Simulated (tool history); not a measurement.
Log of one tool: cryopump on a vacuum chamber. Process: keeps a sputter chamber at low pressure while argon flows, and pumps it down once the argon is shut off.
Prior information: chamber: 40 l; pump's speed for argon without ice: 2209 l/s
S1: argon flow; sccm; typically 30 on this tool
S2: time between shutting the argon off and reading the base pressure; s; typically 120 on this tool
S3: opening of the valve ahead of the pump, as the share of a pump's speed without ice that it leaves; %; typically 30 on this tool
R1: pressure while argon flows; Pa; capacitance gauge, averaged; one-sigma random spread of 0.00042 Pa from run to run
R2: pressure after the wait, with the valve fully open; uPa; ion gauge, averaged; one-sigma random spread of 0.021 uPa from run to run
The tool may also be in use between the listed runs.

| run | day | S1 | S2 | S3 | R1 | R2 |
|---|---|---|---|---|---|---|
| 1 | 0 | 30 | 120 | 30 | 0.082 | 0.74 |
| 2 | 1.296 | 30 | 120 | 30 | 0.0827 | 0.73 |
| 3 | 2.062 | 30 | 120 | 30 | 0.0827 | 0.81 |
| 4 | 3.067 | 30 | 31 | 30 | 0.0822 | 1.63 |
| 5 | 4.188 | 30 | 31 | 30 | 0.0833 | 1.59 |
| 6 | 5.125 | 30 | 31 | 30 | 0.0832 | 1.68 |
|  | 5.875 | pump warmed up, emptied and cooled again |
| 7 | 6.096 | 30 | 120 | 24 | 0.0955 | 0.66 |
| 8 | 7.079 | 30 | 120 | 24 | 0.0963 | 0.66 |
| 9 | 8.146 | 30 | 120 | 38 | 0.0608 | 0.67 |
| 10 | 8.825 | 30 | 120 | 38 | 0.0612 | 0.68 |
| 11 | 9.912 | 30 | 120 | 38 | 0.0609 | 0.71 |
| 12 | 11.112 | 12 | 120 | 30 | 0.0307 | 0.7 |
| 13 | 11.662 | 12 | 120 | 30 | 0.0312 | 0.71 |
| 14 | 12.225 | 30 | 74 | 30 | 0.0773 | 0.93 |
| 15 | 13 | 30 | 120 | 30 | 0.0768 | 0.72 |
| 16 | 14.042 | 30 | 120 | 30 | 0.0782 | 0.69 |
| 17 | 15.171 | 30 | 120 | 30 | 0.0779 | 0.67 |
| 18 | 15.888 | 30 | 120 | 28 | 0.083 | 0.74 |
| 19 | 16.575 | 30 | 269 | 30 | 0.0782 | 0.55 |
| 20 | 17.212 | 12 | 28 | 26 | 0.0354 | 1.75 |
| 21 | 17.833 | 14 | 157 | 25 | 0.0428 | 0.62 |
| 22 | 18.621 | 16 | 44 | 25 | 0.05 | 1.22 |
| 23 | 19.358 | 24 | 44 | 18 | 0.1035 | 1.22 |
| 24 | 20.346 | 26 | 98 | 28 | 0.073 | 0.81 |
| 25 | 21.004 | 18 | 31 | 30 | 0.0472 | 1.59 |
| 26 | 22.096 | 39 | 120 | 30 | 0.1022 | 0.77 |
| 27 | 22.912 | 39 | 120 | 36 | 0.0852 | 0.74 |
| 28 | 23.788 | 39 | 120 | 36 | 0.0863 | 0.75 |
| 29 | 24.817 | 26 | 21 | 48 | 0.0432 | 2.17 |
| 30 | 25.921 | 16 | 36 | 30 | 0.0427 | 1.47 |
| 31 | 27.058 | 23 | 154 | 50 | 0.0375 | 0.68 |
| 32 | 28.054 | 30 | 120 | 55 | 0.0447 | 0.83 |
| 33 | 28.7 | 26 | 62 | 18 | 0.1127 | 1.07 |

Run 34 is up next; what results do you expect?
| 34 | 29.629 | 21 | 95 | 18 | ? | ? |

{"run 34": {"R1": 0.0911, "R2": 0.86}}
Had the tool carried no hidden state, the very same run would have given R1 0.089 Pa, R2 0.52 uPa.
